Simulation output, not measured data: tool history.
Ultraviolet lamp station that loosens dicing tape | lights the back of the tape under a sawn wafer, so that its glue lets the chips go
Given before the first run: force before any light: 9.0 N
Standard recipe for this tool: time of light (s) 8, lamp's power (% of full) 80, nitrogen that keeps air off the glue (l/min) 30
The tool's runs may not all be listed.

run,hour,time of light (s),lamp's power (% of full),nitrogen that keeps air off the glue (l/min),force that peels the tape off (N),light that reached the tape (J/m2)
1,0.0,8,80,30,1.071,4270
2,7.6,8,80,50,0.826,4250
3,14.5,8,80,50,0.844,4210
4,23.6,8,80,50,0.851,4270
5,30.6,8,80,37,0.931,4260
6,36.7,8,80,37,0.970,4330
7,45.2,8,80,37,0.944,4150
8,54.5,8,80,30,1.086,4210
9,63.5,11,80,30,0.591,5810
10,72.1,11,80,30,0.570,5800
11,76.9,11,87,30,0.492,6280
12,82.4,11,87,30,0.489,6300
13,91.1,8,80,13,1.659,4190
14,100.3,8,94,13,1.281,4890
15,107.8,8,69,32,1.394,3650
16,114.3,8,69,32,1.413,3610
17,122.1,8,69,32,1.379,3630
18,127.1,8,69,32,1.421,3620
19,135.0,8,69,32,1.380,3640
20,142.6,8,76,43,1.034,3950
21,151.9,8,88,13,1.461,4540
22,156.5,8,88,13,1.469,4510
23,161.7,9,88,24,0.889,5130
24,170.0,9,88,39,0.631,5170
25,174.6,9,88,39,0.655,5110
26,183.5,11,71,41,0.642,5050
27,191.1,11,62,30,0.992,4440

Hidden state or all else? Some run-to-run changes of force that peels the tape off (N), split into what the settings, what came in and random variation would give without the hidden state, and what is left for the hidden state (with any gauge scatter that isn't in both results):
What the log doesn't record here: lamp's light, % of a new lamp's; light that the window lets through, % of a clean one's; drift of the gauge itself on peel_n, %; drift of the gauge itself on dose_mj_cm2, %.
Run 12 -> 13: time of light (s) 11 -> 8, lamp's power (% of full) 87 -> 80, nitrogen that keeps air off the glue (l/min) 30 -> 13. force that peels the tape off (N) +1.170: hidden state +0.146, all else +1.024.
Run 22 -> 23: time of light (s) 8 -> 9, nitrogen that keeps air off the glue (l/min) 13 -> 24. force that peels the tape off (N) -0.580: hidden state -0.074, all else -0.506.

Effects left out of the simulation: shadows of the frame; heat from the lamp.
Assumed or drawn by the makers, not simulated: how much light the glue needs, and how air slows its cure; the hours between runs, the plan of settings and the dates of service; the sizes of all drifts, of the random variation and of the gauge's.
